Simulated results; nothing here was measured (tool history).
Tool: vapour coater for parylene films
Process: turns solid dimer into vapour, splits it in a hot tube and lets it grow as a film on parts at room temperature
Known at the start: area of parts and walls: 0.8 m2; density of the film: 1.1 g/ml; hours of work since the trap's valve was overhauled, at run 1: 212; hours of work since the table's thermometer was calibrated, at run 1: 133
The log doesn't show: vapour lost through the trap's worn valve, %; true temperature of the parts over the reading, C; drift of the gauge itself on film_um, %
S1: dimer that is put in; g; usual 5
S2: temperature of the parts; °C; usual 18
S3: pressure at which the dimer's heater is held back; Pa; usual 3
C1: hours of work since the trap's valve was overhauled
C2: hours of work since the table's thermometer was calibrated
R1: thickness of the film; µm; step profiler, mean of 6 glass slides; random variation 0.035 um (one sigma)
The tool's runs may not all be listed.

run   hour  S1  S2     S3   C1   C2    R1
  1      0   5  18      3  212  133  3.59
  2   13.5   5  18      3  223  144  3.62
  3   22.7   5  14      3  231  152  4.06
  4   37.5   5  14      3  243  164  4.01
  5     51   5  14      3  254  175  4.08
  6   60.9   5  18   2.94  263  184   3.6
  7   76.5   5  18   2.94  276  197  3.63
  8   91.1   5  18      3  288  209  3.55
  9  106.2   5  18      3  301  222  3.61
     120.3  -- trap's valve overhauled
 10  124.6   5  18      3    4  234  3.57
 11  132.4   5  18      3   10  240  3.65
 12  148.2   5  18      3   23  254  3.64
 13  161.8   5  18      3   35  265  3.64
 14  171.6   5  18      3   43  273  3.59
 15    184   5  18      3   53  284  3.67
 16  192.9   7  18      3   61  291  5.03
 17  200.7   7  18      3   67  298  5.01
 18  215.3   5  18      3   80  310  3.56
 19  226.4   5  18      3   89  319  3.62
 20  234.8   5  18   6.94   96  326  3.12
 21  244.3   5  18   6.94  104  334  3.13
 22    259   5  18   6.94  116  346  3.14
 23  268.4   5  18   6.94  124  354  3.18
 24  282.3   3  18      3  136  366  2.22
 25  295.1   3  18      3  146  377  2.17
 26    306   4  13   2.05  156  386  3.56
 27    316   8  13   2.05  164  394   7.2
 28    331   7  14  11.27  177  407   4.6
 29  340.3   7  15      3  184  415  5.58
 30  350.3   5  13      3  193  423  4.14
 31  361.4   6  18   2.12  202  432  4.61
 32    378   5  28   4.96  216  446  2.45
 33  394.1   5  28   4.96  229  460  2.45
 34  410.8   8  26   6.55  243  474  3.93
 35  420.9   8  26   6.55  252  482  4.02
 36  436.4   8  26   6.55  265  495  3.95
 37  443.5   8  26   6.55  271  501  3.99
 38  455.2   8  26   3.07  281  511  4.46
 39  464.4   8  26   3.07  288  519  4.41
 40  474.7   5  27      3  297  527  2.72
       493  -- trap's valve overhauled
 41  493.1   5  27      3    0  539  2.76

Forecast run 42:
 42  503.8   5  27   3   9  548   ?

{"run 42": {"R1": 2.77}}
Without the tool's hidden state the same run would have given R1 2.77 µm.

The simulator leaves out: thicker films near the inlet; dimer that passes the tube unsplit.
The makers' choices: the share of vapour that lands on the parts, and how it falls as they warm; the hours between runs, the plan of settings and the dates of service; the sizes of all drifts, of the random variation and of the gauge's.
